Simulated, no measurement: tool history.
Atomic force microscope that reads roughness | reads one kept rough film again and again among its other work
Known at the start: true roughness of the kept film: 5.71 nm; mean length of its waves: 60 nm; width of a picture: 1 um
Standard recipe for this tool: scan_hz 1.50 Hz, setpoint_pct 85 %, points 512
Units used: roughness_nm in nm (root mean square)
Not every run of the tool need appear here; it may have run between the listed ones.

Run 1, hour 0.0: usual settings. Result: roughness_nm 4.998 nm (root mean square).
At hour 13.4: new tip fitted.
Run 2, hour 16.7: usual settings. Result: roughness_nm 4.956 nm (root mean square).
Run 3, hour 33.9: usual settings. Result: roughness_nm 5.005 nm (root mean square).
Run 4, hour 43.0: usual settings. Result: roughness_nm 4.968 nm (root mean square).
Run 5, hour 52.9: usual settings. Result: roughness_nm 4.929 nm (root mean square).
At hour 58.9: new tip fitted.
Run 6, hour 63.0: usual settings but scan_hz 0.60 Hz, setpoint_pct 81 %, points 295. Result: roughness_nm 5.272 nm (root mean square).
Run 7, hour 72.7: usual settings but scan_hz 1.21 Hz, setpoint_pct 65 %. Result: roughness_nm 5.345 nm (root mean square).
Run 8, hour 93.6: usual settings but scan_hz 1.21 Hz, setpoint_pct 65 %. Result: roughness_nm 5.303 nm (root mean square).
At hour 105.4: new tip fitted.
Run 9, hour 111.7: usual settings but scan_hz 0.95 Hz, setpoint_pct 65 %, points 861. Result: roughness_nm 5.389 nm (root mean square).
Run 10, hour 121.6: usual settings but scan_hz 0.95 Hz, setpoint_pct 63 %, points 861. Result: roughness_nm 5.319 nm (root mean square).

5 options for the next run, each taken on its own from the tool as it stands now. Forecast them:
Run A, hour 137.1: usual settings but scan_hz 0.95 Hz, setpoint_pct 58 %, points 455. Result: roughness_nm ?.
Run B, hour 137.1: usual settings but scan_hz 1.44 Hz, setpoint_pct 70 %, points 861. Result: roughness_nm ?.
Run C, hour 137.1: usual settings but scan_hz 0.96 Hz. Result: roughness_nm ?.
Run D, hour 137.1: usual settings but scan_hz 2.59 Hz, points 465. Result: roughness_nm ?.
Run E, hour 137.1: usual settings but scan_hz 1.56 Hz, setpoint_pct 87 %. Result: roughness_nm ?.

run  roughness_nm
  A         5.417
  B         5.241
  C         5.145
  D         4.678
  E         4.908
The same runs, with their run-to-run variation unchanged, on a tool lacking any hidden condition would have given:
run  roughness_nm
  A         5.426
  B         5.251
  C         5.155
  D         4.687
  E         4.917

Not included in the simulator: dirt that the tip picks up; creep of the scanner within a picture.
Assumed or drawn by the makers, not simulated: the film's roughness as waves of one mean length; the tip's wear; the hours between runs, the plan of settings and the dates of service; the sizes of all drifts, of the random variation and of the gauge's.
